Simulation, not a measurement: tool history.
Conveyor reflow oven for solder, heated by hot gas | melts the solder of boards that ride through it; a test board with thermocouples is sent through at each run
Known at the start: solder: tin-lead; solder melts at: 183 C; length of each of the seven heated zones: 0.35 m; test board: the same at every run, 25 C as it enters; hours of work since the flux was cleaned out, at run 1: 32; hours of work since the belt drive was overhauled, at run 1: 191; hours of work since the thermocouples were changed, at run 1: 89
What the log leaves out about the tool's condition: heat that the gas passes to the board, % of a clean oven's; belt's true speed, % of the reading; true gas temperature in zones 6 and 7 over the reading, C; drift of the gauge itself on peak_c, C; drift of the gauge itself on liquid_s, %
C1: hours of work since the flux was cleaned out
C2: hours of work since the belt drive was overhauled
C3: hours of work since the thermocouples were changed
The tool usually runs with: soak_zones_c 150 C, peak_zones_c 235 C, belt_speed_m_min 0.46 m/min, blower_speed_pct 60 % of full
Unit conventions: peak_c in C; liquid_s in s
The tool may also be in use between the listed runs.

{"run": 1, "day": 0.0, "soak_zones_c": 150, "peak_zones_c": 235, "belt_speed_m_min": 0.46, "blower_speed_pct": 60, "C1": 32, "C2": 191, "C3": 89, "peak_c": 217.8, "liquid_s": 75.7}
{"run": 2, "day": 0.312, "soak_zones_c": 150, "peak_zones_c": 235, "belt_speed_m_min": 0.46, "blower_speed_pct": 60, "C1": 35, "C2": 194, "C3": 92, "peak_c": 218.4, "liquid_s": 74.8}
{"run": 3, "day": 0.575, "soak_zones_c": 150, "peak_zones_c": 235, "belt_speed_m_min": 0.46, "blower_speed_pct": 60, "C1": 38, "C2": 197, "C3": 95, "peak_c": 218.4, "liquid_s": 74.3}
{"run": 4, "day": 0.875, "soak_zones_c": 150, "peak_zones_c": 235, "belt_speed_m_min": 0.46, "blower_speed_pct": 60, "C1": 41, "C2": 200, "C3": 98, "peak_c": 218.4, "liquid_s": 74.8}
{"run": 5, "day": 1.071, "soak_zones_c": 150, "peak_zones_c": 223, "belt_speed_m_min": 0.46, "blower_speed_pct": 60, "C1": 44, "C2": 202, "C3": 100, "peak_c": 208.1, "liquid_s": 64.4}
{"run": 6, "day": 1.538, "soak_zones_c": 150, "peak_zones_c": 235, "belt_speed_m_min": 0.46, "blower_speed_pct": 52, "C1": 49, "C2": 208, "C3": 105, "peak_c": 216.2, "liquid_s": 71.1}
{"run": 7, "day": 1.954, "soak_zones_c": 162, "peak_zones_c": 235, "belt_speed_m_min": 0.46, "blower_speed_pct": 52, "C1": 53, "C2": 212, "C3": 110, "peak_c": 218.6, "liquid_s": 81.8}
{"run": 8, "day": 2.154, "soak_zones_c": 162, "peak_zones_c": 235, "belt_speed_m_min": 0.46, "blower_speed_pct": 52, "C1": 55, "C2": 214, "C3": 112, "peak_c": 217.9, "liquid_s": 81}
{"run": 9, "day": 2.492, "soak_zones_c": 162, "peak_zones_c": 235, "belt_speed_m_min": 0.46, "blower_speed_pct": 52, "C1": 59, "C2": 218, "C3": 116, "peak_c": 217.8, "liquid_s": 81.1}
{"run": 10, "day": 2.729, "soak_zones_c": 162, "peak_zones_c": 235, "belt_speed_m_min": 0.46, "blower_speed_pct": 52, "C1": 62, "C2": 220, "C3": 118, "peak_c": 218.3, "liquid_s": 81.3}
{"run": 11, "day": 3.038, "soak_zones_c": 162, "peak_zones_c": 235, "belt_speed_m_min": 0.46, "blower_speed_pct": 52, "C1": 65, "C2": 224, "C3": 122, "peak_c": 218.1, "liquid_s": 81.2}
{"run": 12, "day": 3.383, "soak_zones_c": 162, "peak_zones_c": 235, "belt_speed_m_min": 0.46, "blower_speed_pct": 52, "C1": 69, "C2": 227, "C3": 125, "peak_c": 218, "liquid_s": 81.2}
{"run": 13, "day": 3.588, "soak_zones_c": 162, "peak_zones_c": 235, "belt_speed_m_min": 0.46, "blower_speed_pct": 52, "C1": 71, "C2": 230, "C3": 128, "peak_c": 217.7, "liquid_s": 81}
{"run": 14, "day": 3.871, "soak_zones_c": 162, "peak_zones_c": 235, "belt_speed_m_min": 0.46, "blower_speed_pct": 52, "C1": 74, "C2": 233, "C3": 131, "peak_c": 218, "liquid_s": 80.6}
{"run": 15, "day": 4.104, "soak_zones_c": 160, "peak_zones_c": 235, "belt_speed_m_min": 0.399, "blower_speed_pct": 52, "C1": 76, "C2": 235, "C3": 133, "peak_c": 221.8, "liquid_s": 96.6}
{"run": 16, "day": 4.533, "soak_zones_c": 160, "peak_zones_c": 235, "belt_speed_m_min": 0.399, "blower_speed_pct": 52, "C1": 81, "C2": 240, "C3": 138, "peak_c": 221.2, "liquid_s": 96.8}
{"run": 17, "day": 4.938, "soak_zones_c": 150, "peak_zones_c": 235, "belt_speed_m_min": 0.46, "blower_speed_pct": 62, "C1": 85, "C2": 244, "C3": 142, "peak_c": 218, "liquid_s": 75.3}
{"run": 18, "day": 5.375, "soak_zones_c": 156, "peak_zones_c": 235, "belt_speed_m_min": 0.46, "blower_speed_pct": 60, "C1": 90, "C2": 249, "C3": 147, "peak_c": 218.4, "liquid_s": 78.6}
{"run": 19, "day": 5.642, "soak_zones_c": 150, "peak_zones_c": 244, "belt_speed_m_min": 0.46, "blower_speed_pct": 78, "C1": 93, "C2": 252, "C3": 150, "peak_c": 230.3, "liquid_s": 84.9}
{"run": 20, "day": 5.842, "soak_zones_c": 150, "peak_zones_c": 223, "belt_speed_m_min": 0.46, "blower_speed_pct": 59, "C1": 95, "C2": 254, "C3": 152, "peak_c": 207.5, "liquid_s": 64}
{"run": 21, "day": 6.142, "soak_zones_c": 150, "peak_zones_c": 241, "belt_speed_m_min": 0.396, "blower_speed_pct": 65, "C1": 98, "C2": 257, "C3": 155, "peak_c": 229.6, "liquid_s": 96.5}

Run 22 is up next; what results do you expect?
{"run": 22, "day": 6.5, "soak_zones_c": 150, "peak_zones_c": 242, "belt_speed_m_min": 0.396, "blower_speed_pct": 71, "C1": 102, "C2": 261, "C3": 159, "peak_c": "?", "liquid_s": "?"}

peak_c: 230.9 C
liquid_s: 97.3 s
With no hidden state in the tool, this same run would have given peak_c 232.2 C, liquid_s 97.8 s.
